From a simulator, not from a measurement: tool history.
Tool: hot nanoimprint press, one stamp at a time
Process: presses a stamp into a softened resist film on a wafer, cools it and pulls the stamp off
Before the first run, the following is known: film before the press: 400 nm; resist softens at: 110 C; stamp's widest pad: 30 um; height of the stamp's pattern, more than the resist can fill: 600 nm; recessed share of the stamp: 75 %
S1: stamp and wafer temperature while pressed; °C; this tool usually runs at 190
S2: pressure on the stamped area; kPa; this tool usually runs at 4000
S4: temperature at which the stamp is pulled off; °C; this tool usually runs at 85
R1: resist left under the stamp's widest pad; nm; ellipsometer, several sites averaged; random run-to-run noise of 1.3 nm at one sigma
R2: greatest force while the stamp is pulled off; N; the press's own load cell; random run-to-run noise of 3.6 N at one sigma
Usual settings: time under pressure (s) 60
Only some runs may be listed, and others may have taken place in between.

{"run": 1, "hour": 0.0, "S1": 190, "S2": 4000, "time under pressure (s)": 60, "S4": 85, "R1": 192, "R2": 173}
{"run": 2, "hour": 20.7, "S1": 190, "S2": 4000, "time under pressure (s)": 60, "S4": 85, "R1": 192.3, "R2": 172}
{"hour": 35.9, "done": "stamp cleaned and given a new release coat"}
{"run": 3, "hour": 52.4, "S1": 190, "S2": 4000, "time under pressure (s)": 60, "S4": 71, "R1": 188.5, "R2": 190}
{"run": 4, "hour": 76.4, "S1": 190, "S2": 4000, "time under pressure (s)": 60, "S4": 71, "R1": 192.2, "R2": 194}
{"run": 5, "hour": 91.6, "S1": 190, "S2": 4000, "time under pressure (s)": 60, "S4": 85, "R1": 195.1, "R2": 169}
{"run": 6, "hour": 105.8, "S1": 187, "S2": 4000, "time under pressure (s)": 60, "S4": 85, "R1": 214, "R2": 173}
{"run": 7, "hour": 132.2, "S1": 201, "S2": 5500, "time under pressure (s)": 82, "S4": 85, "R1": 96.4, "R2": 177}
{"run": 8, "hour": 147.1, "S1": 201, "S2": 5500, "time under pressure (s)": 82, "S4": 85, "R1": 96.3, "R2": 178}

Expected results for the next run?
{"run": 9, "hour": 164.5, "S1": 190, "S2": 3640, "time under pressure (s)": 50, "S4": 85, "R1": "?", "R2": "?"}

Run 9 measured R1 212.7 nm, R2 173 N.
With no hidden state in the tool, this same run would have given R1 212.3 nm, R2 172 N.
